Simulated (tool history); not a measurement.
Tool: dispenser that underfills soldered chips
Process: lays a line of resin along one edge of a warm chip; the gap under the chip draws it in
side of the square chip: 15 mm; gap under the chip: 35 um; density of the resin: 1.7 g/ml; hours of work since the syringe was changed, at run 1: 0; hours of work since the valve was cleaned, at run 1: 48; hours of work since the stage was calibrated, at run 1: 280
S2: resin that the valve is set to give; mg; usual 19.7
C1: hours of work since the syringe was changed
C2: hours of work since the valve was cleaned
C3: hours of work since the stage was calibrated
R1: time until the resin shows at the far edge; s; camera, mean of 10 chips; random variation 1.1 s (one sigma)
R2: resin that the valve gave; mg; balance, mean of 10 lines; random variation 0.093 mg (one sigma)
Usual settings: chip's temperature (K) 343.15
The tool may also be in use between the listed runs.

run 1 hour=0.0 | chip's_temperature_(K)=343.15 S2=19.7 | C1=0 C2=48 C3=280 | R1=119.7 R2=19.48
run 2 hour=4.9 | chip's_temperature_(K)=343.15 S2=19.7 | C1=4 C2=52 C3=284 | R1=142.3 R2=19.34
-- hour=6.7 new syringe of resin
run 3 hour=10.6 | chip's_temperature_(K)=343.15 S2=19.7 | C1=3 C2=56 C3=289 | R1=139.6 R2=19.24
-- hour=13.8 new syringe of resin
run 4 hour=16.0 | chip's_temperature_(K)=357.15 S2=19.7 | C1=2 C2=60 C3=293 | R1=76.7 R2=19.04
-- hour=21.3 new syringe of resin
run 5 hour=23.9 | chip's_temperature_(K)=357.15 S2=19.7 | C1=2 C2=66 C3=299 | R1=76.9 R2=19.05
-- hour=28.7 new syringe of resin
run 6 hour=29.9 | chip's_temperature_(K)=357.15 S2=19.7 | C1=1 C2=71 C3=303 | R1=72.7 R2=18.98
-- hour=36.2 new syringe of resin
run 7 hour=39.1 | chip's_temperature_(K)=357.15 S2=19.7 | C1=2 C2=78 C3=311 | R1=76.2 R2=18.83
-- hour=43.6 new syringe of resin
run 8 hour=44.9 | chip's_temperature_(K)=343.15 S2=21.6 | C1=1 C2=82 C3=315 | R1=126.1 R2=20.80
-- hour=51.1 new syringe of resin
run 9 hour=54.0 | chip's_temperature_(K)=338.15 S2=21.6 | C1=2 C2=89 C3=322 | R1=165.7 R2=20.66
-- hour=56.1 dispensing valve cleaned and set on the balance
-- hour=60.0 new syringe of resin
run 10 hour=63.4 | chip's_temperature_(K)=338.15 S2=21.6 | C1=3 C2=6 C3=328 | R1=165.5 R2=21.61
-- hour=67.3 new syringe of resin
run 11 hour=69.6 | chip's_temperature_(K)=343.15 S2=24.1 | C1=2 C2=10 C3=333 | R1=125.9 R2=24.01
-- hour=74.4 new syringe of resin
run 12 hour=78.4 | chip's_temperature_(K)=343.15 S2=24.1 | C1=3 C2=17 C3=340 | R1=134.3 R2=24.03
-- hour=82.2 new syringe of resin
run 13 hour=87.4 | chip's_temperature_(K)=343.15 S2=24.1 | C1=4 C2=24 C3=347 | R1=144.9 R2=23.77
-- hour=89.7 new syringe of resin
run 14 hour=95.8 | chip's_temperature_(K)=343.15 S2=24.1 | C1=5 C2=30 C3=353 | R1=147.4 R2=23.83
-- hour=96.9 new syringe of resin
-- hour=104.0 new syringe of resin
run 15 hour=104.0 | chip's_temperature_(K)=343.15 S2=24.1 | C1=0 C2=37 C3=359 | R1=118.3 R2=23.82
run 16 hour=110.1 | chip's_temperature_(K)=343.15 S2=24.1 | C1=5 C2=41 C3=364 | R1=149.7 R2=23.70
-- hour=111.8 new syringe of resin
-- hour=119.5 new syringe of resin
run 17 hour=120.5 | chip's_temperature_(K)=343.15 S2=24.1 | C1=1 C2=49 C3=372 | R1=125.1 R2=23.42
-- hour=126.9 new syringe of resin
run 18 hour=127.4 | chip's_temperature_(K)=343.15 S2=24.1 | C1=0 C2=54 C3=377 | R1=121.5 R2=23.66
-- hour=134.8 new syringe of resin
run 19 hour=137.5 | chip's_temperature_(K)=343.15 S2=24.1 | C1=2 C2=62 C3=385 | R1=130.6 R2=23.47
-- hour=142.5 new syringe of resin
run 20 hour=145.8 | chip's_temperature_(K)=346.15 S2=17.9 | C1=3 C2=69 C3=391 | R1=125.3 R2=17.44
-- hour=150.1 new syringe of resin
run 21 hour=153.3 | chip's_temperature_(K)=343.15 S2=19.7 | C1=3 C2=74 C3=397 | R1=136.7 R2=18.93
-- hour=157.5 new syringe of resin
run 22 hour=163.1 | chip's_temperature_(K)=343.15 S2=19.7 | C1=4 C2=82 C3=405 | R1=149.3 R2=18.80
-- hour=164.9 new syringe of resin
run 23 hour=170.7 | chip's_temperature_(K)=344.15 S2=18.4 | C1=5 C2=88 C3=411 | R1=148.3 R2=17.81
-- hour=172.6 new syringe of resin
-- hour=174.6 dispensing valve cleaned and set on the balance
-- hour=181.3 new syringe of resin
run 24 hour=181.8 | chip's_temperature_(K)=351.15 S2=19.8 | C1=0 C2=5 C3=418 | R1=91.6 R2=19.69
-- hour=188.4 new syringe of resin
run 25 hour=191.4 | chip's_temperature_(K)=338.15 S2=20.1 | C1=2 C2=13 C3=426 | R1=165.6 R2=20.16
-- hour=195.6 new syringe of resin
run 26 hour=199.5 | chip's_temperature_(K)=338.15 S2=20.1 | C1=3 C2=19 C3=432 | R1=177.1 R2=19.95
-- hour=203.3 new syringe of resin
run 27 hour=206.0 | chip's_temperature_(K)=338.15 S2=20.1 | C1=2 C2=24 C3=437 | R1=165.6 R2=19.92
-- hour=210.5 new syringe of resin
run 28 hour=213.2 | chip's_temperature_(K)=355.15 S2=20.9 | C1=2 C2=30 C3=442 | R1=83.1 R2=20.43
-- hour=218.3 new syringe of resin
run 29 hour=220.5 | chip's_temperature_(K)=341.15 S2=18.2 | C1=2 C2=35 C3=448 | R1=150.4 R2=17.81
-- hour=226.1 new syringe of resin
run 30 hour=228.4 | chip's_temperature_(K)=332.15 S2=17.0 | C1=2 C2=41 C3=454 | R1=221.1 R2=16.58
run 31 hour=232.6 | chip's_temperature_(K)=340.15 S2=20.1 | C1=5 C2=45 C3=457 | R1=173.6 R2=19.62

Forecast run 32:
-- hour=233.6 new syringe of resin
-- hour=240.7 new syringe of resin
run 32 hour=243.0 | chip's_temperature_(K)=340.15 S2=20.1 | C1=2 C2=52 C3=465 | R1=? R2=?

R1: 150.0 s
R2: 19.55 mg
Without the tool's hidden state the same run would have given R1 120.0 s, R2 20.04 mg.
